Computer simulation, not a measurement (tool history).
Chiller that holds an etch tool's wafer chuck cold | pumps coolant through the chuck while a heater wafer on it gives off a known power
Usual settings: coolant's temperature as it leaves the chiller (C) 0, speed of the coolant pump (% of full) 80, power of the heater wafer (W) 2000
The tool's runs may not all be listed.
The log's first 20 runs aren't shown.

run    hour  coolant's temperature as it leaves the chiller (C)  speed of the coolant pump (% of full)  power of the heater wafer (W)  chuck's temperature once it has settled (C)  how much warmer the coolant comes back (C)
 21  1487.8                                                  -6                                     68                           1352                                          4.8                                        4.48
 22  1544.3                                                   5                                     80                           1492                                         15.6                                        4.22
 23  1638.3                                                   5                                     80                           1372                                         14.7                                        3.89
     1738.5  -- coolant changed, channels flushed
 24  1738.5                                                   5                                     80                           1372                                         13.9                                        3.95
 25  1814.2                                                   0                                     81                           1054                                          6.5                                        2.93
 26  1872.2                                                   0                                     81                           1054                                          6.6                                           3
 27  1921.3                                                  -6                                     81                           2287                                            9                                        6.35
 28  2025.9                                                  -6                                     99                           2287                                            7                                        5.25
 29  2095.8                                                  -7                                     80                           2973                                         13.3                                        8.41
 30  2143.9                                                  -2                                     80                           1059                                          4.5                                           3

Forecast each of these 5 alternatives for the next run:
  A  2245.1                                                  -9                                     94                           1668                                            ?                                           ?
  B  2245.1                                                  -4                                     71                           1059                                            ?                                           ?
  C  2245.1                                                   6                                     80                           2000                                            ?                                           ?
  D  2245.1                                                  -1                                     80                           1059                                            ?                                           ?
  E  2245.1                                                   2                                     96                           1059                                            ?                                           ?

run  chuck's temperature once it has settled (C)  how much warmer the coolant comes back (C)
  A                                          0.7                                        4.11
  B                                          3.6                                        3.41
  C                                         19.5                                        5.77
  D                                          5.8                                        3.03
  E                                          7.7                                        2.57
Without the tool's hidden state the same runs would have given:
run  chuck's temperature once it has settled (C)  how much warmer the coolant comes back (C)
  A                                          1.2                                        4.01
  B                                          4.2                                        3.33
  C                                         19.9                                        5.63
  D                                          6.4                                        2.96
  E                                          8.4                                        2.51
